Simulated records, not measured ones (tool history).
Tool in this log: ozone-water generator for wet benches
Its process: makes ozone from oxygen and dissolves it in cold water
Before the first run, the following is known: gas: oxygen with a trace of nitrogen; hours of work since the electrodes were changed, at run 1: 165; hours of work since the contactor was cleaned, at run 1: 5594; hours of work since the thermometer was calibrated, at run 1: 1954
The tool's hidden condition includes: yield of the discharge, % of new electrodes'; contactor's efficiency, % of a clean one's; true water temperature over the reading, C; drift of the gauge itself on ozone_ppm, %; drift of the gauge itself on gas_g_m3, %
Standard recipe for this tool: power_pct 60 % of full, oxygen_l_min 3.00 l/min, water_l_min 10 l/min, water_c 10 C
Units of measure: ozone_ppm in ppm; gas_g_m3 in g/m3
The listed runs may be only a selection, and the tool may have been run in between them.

run     day  power_pct  oxygen_l_min  water_l_min  water_c  hours of work since the electrodes were changed  hours of work since the contactor was cleaned  hours of work since the thermometer was calibrated  ozone_ppm  gas_g_m3
  1   0.000         60          3.00           10       10                                              165                                           5594                                                1954       20.8     213.9
  2   2.812         60          3.00           10       10                                              220                                           5649                                                2009       20.8     216.7
  3   5.750         60          2.04           10       10                                              278                                           5706                                                2066       19.1     247.6
  4   8.604         60          2.04           10       10                                              333                                           5762                                                2122       18.9     248.3
  5  11.908         60          2.04           10       10                                              398                                           5827                                                2187       19.0     244.3
  6  13.854         60          2.04           10       10                                              436                                           5865                                                2225       18.9     247.0
  7  16.475         60          2.04           10       10                                              487                                           5916                                                2276       19.1     248.5
  8  19.042         44          2.04           10       10                                              537                                           5966                                                2326       16.0     208.2
  9  21.083         99          2.04           10       10                                              577                                           6006                                                2366       24.5     327.9
 10  22.829         60          1.94           10       10                                              611                                           6040                                                2400       18.7     253.6
 11  25.621         60          3.00            9       10                                              666                                           6094                                                2455       22.9     213.4
 12  28.433         60          3.00            7       10                                              721                                           6149                                                2510       28.4     216.4
 13  29.983        100          2.30           10       10                                              751                                           6180                                                2540       26.3     314.4
 14  32.546        100          2.30           10       10                                              801                                           6230                                                2590       26.1     317.6
 15  34.083        100          2.30           10       10                                              831                                           6260                                                2620       25.7     312.8
 16  36.804        100          1.85           13       16                                              884                                           6313                                                2673       17.4     342.3
 17  38.379         70          1.85           13       15                                              915                                           6344                                                2704       14.5     281.0
 18  40.138         68          1.79           11        7                                              949                                           6378                                                2738       18.0     277.8
     42.300  -- water thermometer calibrated
 19  42.838         84          1.56           11        7                                             1002                                           6430                                                  11       19.4     328.8
 20  45.892         84          2.98           11        8                                             1061                                           6490                                                  70       23.2     257.4
 21  49.238         47          2.98            6        8                                             1127                                           6555                                                 135       28.9     187.2
 22  51.233         59          2.98            9        6                                             1166                                           6594                                                 174       24.0     212.8

5 ways to go on from here, each from the tool as it stands after run 22. What would each give?
  A  52.608         59          2.60            9        6                                             1193                                           6621                                                 201          ?         ?
  B  52.608         59          2.98            8       11                                             1193                                           6621                                                 201          ?         ?
  C  52.608         74          3.00           10       15                                             1193                                           6621                                                 201          ?         ?
  D  52.608         59          2.98           11        5                                             1193                                           6621                                                 201          ?         ?
  E  52.608         59          2.98           14       17                                             1193                                           6621                                                 201          ?         ?

run  ozone_ppm  gas_g_m3
  A       23.3     223.3
  B       24.8     212.0
  C       21.8     240.8
  D       20.3     215.8
  E       13.8     211.4
What these runs would have given with no unlogged condition in the tool:
run  ozone_ppm  gas_g_m3
  A       23.4     223.3
  B       24.8     212.0
  C       21.8     240.8
  D       20.3     215.9
  E       13.8     211.4
